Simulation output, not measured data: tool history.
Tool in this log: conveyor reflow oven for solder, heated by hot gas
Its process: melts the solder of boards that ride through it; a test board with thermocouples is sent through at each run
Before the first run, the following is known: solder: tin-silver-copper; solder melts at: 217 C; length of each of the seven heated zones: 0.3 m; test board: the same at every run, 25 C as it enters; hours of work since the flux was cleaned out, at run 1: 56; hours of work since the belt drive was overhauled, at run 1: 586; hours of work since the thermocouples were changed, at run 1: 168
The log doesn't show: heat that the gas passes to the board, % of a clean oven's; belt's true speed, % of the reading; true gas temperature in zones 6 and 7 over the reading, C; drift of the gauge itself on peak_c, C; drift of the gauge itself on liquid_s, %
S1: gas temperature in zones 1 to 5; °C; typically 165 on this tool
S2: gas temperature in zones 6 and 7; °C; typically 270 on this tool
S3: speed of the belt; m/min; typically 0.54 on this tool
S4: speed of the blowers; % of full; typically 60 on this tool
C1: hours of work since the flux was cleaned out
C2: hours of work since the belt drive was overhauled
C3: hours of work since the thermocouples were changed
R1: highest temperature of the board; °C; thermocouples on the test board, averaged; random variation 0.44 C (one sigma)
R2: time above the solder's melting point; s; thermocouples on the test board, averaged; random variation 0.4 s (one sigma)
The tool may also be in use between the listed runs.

run	day	S1	S2	S3	S4	C1	C2	C3	R1	R2
1	0	165	270	0.54	60	56	586	168	250.1	44.1
2	0.538	165	270	0.54	60	62	593	174	249.8	44.8
3	1.358	165	270	0.54	78	71	602	183	257.4	49.8
4	1.792	165	270	0.54	78	76	607	188	256	50
5	2.283	165	270	0.54	78	82	613	194	255.7	50
6	2.908	165	267	0.54	60	89	620	201	245.7	41.8
7	3.775	165	267	0.54	60	99	630	211	246.2	42.1
8	4.404	163	283	0.591	79	106	637	218	264.3	48.1
9	4.938	159	277	0.54	54	113	643	225	251.7	43.4
10	5.375	159	277	0.54	54	118	648	230	251.1	44.7
11	5.788	177	270	0.518	71	122	653	234	256	56.5
12	6.604	171	270	0.518	89	132	662	244	260.4	57.3

Consider 3 possible next runs. They are alternatives, not a sequence: every one starts from the tool as it was left by run 12. What does each give?
A	7.021	157	270	0.593	60	137	667	249	?	?
B	7.021	180	270	0.518	89	137	667	249	?	?
C	7.021	174	270	0.54	60	137	667	249	?	?

run	R1	R2
A	244	34.6
B	261.3	59.5
C	250.7	48.7
Stripped of hidden state, with their random variation kept, the same runs would have yielded:
run	R1	R2
A	244	34.6
B	261.3	59.5
C	250.7	48.8
